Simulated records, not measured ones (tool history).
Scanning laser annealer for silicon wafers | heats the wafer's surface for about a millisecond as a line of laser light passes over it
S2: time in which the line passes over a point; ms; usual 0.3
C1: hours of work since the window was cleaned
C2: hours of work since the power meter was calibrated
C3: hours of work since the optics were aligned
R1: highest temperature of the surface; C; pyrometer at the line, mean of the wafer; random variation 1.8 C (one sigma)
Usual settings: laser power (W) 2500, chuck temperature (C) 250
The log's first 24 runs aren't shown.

-- hour=392.4 optics aligned, line set to its width
run 25 hour=400.2 | laser_power_(W)=2500 S2=0.3 chuck_temperature_(C)=264 | C1=91 C2=527 C3=5 | R1=1017
run 26 hour=422.3 | laser_power_(W)=2500 S2=0.3 chuck_temperature_(C)=264 | C1=106 C2=541 C3=19 | R1=1016
run 27 hour=438.5 | laser_power_(W)=2500 S2=0.3 chuck_temperature_(C)=264 | C1=116 C2=552 C3=30 | R1=1020
run 28 hour=455.2 | laser_power_(W)=2182 S2=0.247 chuck_temperature_(C)=230 | C1=127 C2=562 C3=41 | R1=827
run 29 hour=467.2 | laser_power_(W)=2410 S2=0.243 chuck_temperature_(C)=214 | C1=135 C2=570 C3=49 | R1=864
-- hour=475.3 optics aligned, line set to its width, once more
run 30 hour=489.9 | laser_power_(W)=2748 S2=0.212 chuck_temperature_(C)=214 | C1=147 C2=582 C3=10 | R1=916
run 31 hour=506.8 | laser_power_(W)=2748 S2=0.212 chuck_temperature_(C)=214 | C1=158 C2=593 C3=21 | R1=923
run 32 hour=518.2 | laser_power_(W)=2414 S2=0.3 chuck_temperature_(C)=240 | C1=165 C2=600 C3=28 | R1=971
run 33 hour=533.2 | laser_power_(W)=2414 S2=0.276 chuck_temperature_(C)=240 | C1=175 C2=610 C3=38 | R1=944
run 34 hour=543.1 | laser_power_(W)=2414 S2=0.276 chuck_temperature_(C)=240 | C1=181 C2=617 C3=44 | R1=945
run 35 hour=555.1 | laser_power_(W)=2414 S2=0.276 chuck_temperature_(C)=240 | C1=189 C2=624 C3=52 | R1=944
run 36 hour=575.4 | laser_power_(W)=2414 S2=0.276 chuck_temperature_(C)=240 | C1=203 C2=638 C3=65 | R1=943
run 37 hour=590.7 | laser_power_(W)=2143 S2=0.276 chuck_temperature_(C)=240 | C1=213 C2=648 C3=75 | R1=861
run 38 hour=607 | laser_power_(W)=2143 S2=0.276 chuck_temperature_(C)=240 | C1=223 C2=658 C3=86 | R1=858
run 39 hour=620.5 | laser_power_(W)=2657 S2=0.369 chuck_temperature_(C)=253 | C1=232 C2=667 C3=95 | R1=1144
run 40 hour=633.6 | laser_power_(W)=2460 S2=0.234 chuck_temperature_(C)=221 | C1=241 C2=676 C3=103 | R1=878
run 41 hour=652.2 | laser_power_(W)=2460 S2=0.234 chuck_temperature_(C)=224 | C1=253 C2=688 C3=115 | R1=880
run 42 hour=661.7 | laser_power_(W)=2535 S2=0.267 chuck_temperature_(C)=286 | C1=259 C2=694 C3=122 | R1=1007

3 ways to go on from here, each from the tool as it stands after run 42. What would each give?
run A hour=681.8 | laser_power_(W)=2500 S2=0.328 chuck_temperature_(C)=258 | C1=272 C2=707 C3=135 | R1=?
run B hour=681.8 | laser_power_(W)=2135 S2=0.333 chuck_temperature_(C)=242 | C1=272 C2=707 C3=135 | R1=?
run C hour=681.8 | laser_power_(W)=2397 S2=0.267 chuck_temperature_(C)=239 | C1=272 C2=707 C3=135 | R1=?

run=A R1=1043
run=B R1=915
run=C R1=923
Without the tool's hidden state the same runs would have given:
run=A R1=1066
run=B R1=934
run=C R1=943
